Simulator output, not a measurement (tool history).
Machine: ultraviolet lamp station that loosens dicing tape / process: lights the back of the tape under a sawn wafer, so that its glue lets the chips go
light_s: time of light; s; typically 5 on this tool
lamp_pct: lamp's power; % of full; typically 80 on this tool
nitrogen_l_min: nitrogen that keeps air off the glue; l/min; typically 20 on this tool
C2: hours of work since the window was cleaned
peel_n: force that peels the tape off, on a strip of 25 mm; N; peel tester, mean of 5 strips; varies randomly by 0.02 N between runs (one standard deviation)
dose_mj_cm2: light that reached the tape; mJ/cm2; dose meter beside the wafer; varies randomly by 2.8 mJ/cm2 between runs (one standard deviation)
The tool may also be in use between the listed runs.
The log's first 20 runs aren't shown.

{"run": 21, "hour": 360.1, "light_s": 5, "lamp_pct": 80, "nitrogen_l_min": 18, "hours of work of the lamp": 260, "C2": 244, "peel_n": 1.394, "dose_mj_cm2": 340}
{"run": 22, "hour": 374.5, "light_s": 9, "lamp_pct": 66, "nitrogen_l_min": 24, "hours of work of the lamp": 266, "C2": 250, "peel_n": 0.452, "dose_mj_cm2": 501}
{"run": 23, "hour": 389.5, "light_s": 9, "lamp_pct": 66, "nitrogen_l_min": 24, "hours of work of the lamp": 273, "C2": 256, "peel_n": 0.465, "dose_mj_cm2": 491}
{"run": 24, "hour": 403.2, "light_s": 3, "lamp_pct": 83, "nitrogen_l_min": 22, "hours of work of the lamp": 278, "C2": 261, "peel_n": 2.648, "dose_mj_cm2": 205}
{"run": 25, "hour": 423.6, "light_s": 3, "lamp_pct": 83, "nitrogen_l_min": 22, "hours of work of the lamp": 287, "C2": 270, "peel_n": 2.673, "dose_mj_cm2": 208}
{"run": 26, "hour": 436.4, "light_s": 7, "lamp_pct": 69, "nitrogen_l_min": 9, "hours of work of the lamp": 292, "C2": 275, "peel_n": 1.712, "dose_mj_cm2": 396}
{"run": 27, "hour": 450.9, "light_s": 5, "lamp_pct": 80, "nitrogen_l_min": 15, "hours of work of the lamp": 298, "C2": 281, "peel_n": 1.587, "dose_mj_cm2": 333}
{"run": 28, "hour": 474.0, "light_s": 7, "lamp_pct": 63, "nitrogen_l_min": 22, "hours of work of the lamp": 307, "C2": 290, "peel_n": 1.03, "dose_mj_cm2": 356}
{"run": 29, "hour": 492.6, "light_s": 5, "lamp_pct": 80, "nitrogen_l_min": 14, "hours of work of the lamp": 315, "C2": 298, "peel_n": 1.748, "dose_mj_cm2": 329}

The next listed run, before its measurement:
{"hour": 494.5, "done": "window cleaned of glue's vapour"}
{"run": 30, "hour": 507.9, "light_s": 2, "lamp_pct": 91, "nitrogen_l_min": 10, "hours of work of the lamp": 321, "C2": 6, "peel_n": "?", "dose_mj_cm2": "?"}

{"run 30": {"peel_n": 5.069, "dose_mj_cm2": 146}}
The same run, on a tool lacking any hidden state, would have yielded peel_n 4.411 N, dose_mj_cm2 175 mJ/cm2.
